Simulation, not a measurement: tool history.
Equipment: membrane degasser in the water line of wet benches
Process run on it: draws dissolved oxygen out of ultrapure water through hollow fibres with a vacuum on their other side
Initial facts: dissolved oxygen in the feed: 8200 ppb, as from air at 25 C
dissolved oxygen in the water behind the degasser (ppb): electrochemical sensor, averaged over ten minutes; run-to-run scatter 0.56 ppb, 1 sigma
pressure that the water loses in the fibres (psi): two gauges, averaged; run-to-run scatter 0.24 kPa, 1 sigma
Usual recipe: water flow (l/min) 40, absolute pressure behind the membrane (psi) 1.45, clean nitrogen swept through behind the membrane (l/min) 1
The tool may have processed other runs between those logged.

run     day  water flow (l/min)  absolute pressure behind the membrane (psi)  clean nitrogen swept through behind the membrane (l/min)  dissolved oxygen in the water behind the degasser (ppb)  pressure that the water loses in the fibres (psi)
  1       0                  40                                         1.45                                                         1                                                    522.1                                               9.03
  2   3.283                  40                                         1.45                                                      1.38                                                    405.6                                              9.116
  3   5.433                  40                                         1.45                                                      1.38                                                    406.1                                              8.995
  4   7.167                  40                                         1.45                                                      1.38                                                    406.1                                              9.117
  5   9.417                  40                                         1.45                                                      1.38                                                    407.2                                              9.004
  6  11.538                  40                                         1.45                                                      1.38                                                    406.1                                              9.049
  7  14.667                  40                                         1.45                                                      1.38                                                    406.8                                              9.062
  8  17.962                  40                                         1.45                                                      1.38                                                    407.1                                              9.072
  9  19.933                  24                                         1.45                                                      1.38                                                    262.7                                              5.456
 10  22.412                  24                                         1.45                                                      1.38                                                    263.4                                              5.478
 11  23.992                  24                                         1.45                                                      1.38                                                    263.2                                              5.426
 12  26.008                  24                                         1.45                                                      1.38                                                    263.7                                              5.485
 13  28.446                  24                                         1.45                                                      1.38                                                    263.8                                              5.522
 14  30.175                  40                                         1.45                                                       0.5                                                    848.1                                              9.092
 15  33.508                  40                                         1.45                                                       0.5                                                    847.5                                              9.136
 16  36.833                  40                                         1.45                                                       0.5                                                    848.8                                              9.158
 17  38.858                  40                                         1.45                                                       0.5                                                    847.7                                              9.072
 18  42.133                  40                                         2.05                                                      1.49                                                    597.4                                              9.136
 19  45.433                  49                                         1.45                                                      2.56                                                    294.1                                             11.198
 20      48                  40                                          0.9                                                      2.69                                                    107.1                                              9.126
 21  49.658                  40                                          0.9                                                      2.69                                                    107.4                                              9.101
 22  53.188                  40                                          0.9                                                      2.69                                                    107.7                                              9.169

Expected results for the next run?
 23  55.821                  40                                         0.96                                                       1.3                                                        ?                                                  ?

dissolved oxygen in the water behind the degasser (ppb): 223.5
pressure that the water loses in the fibres (psi): 9.142
Without the tool's hidden state the same run would have given dissolved oxygen in the water behind the degasser (ppb) 218.2, pressure that the water loses in the fibres (psi) 8.75.
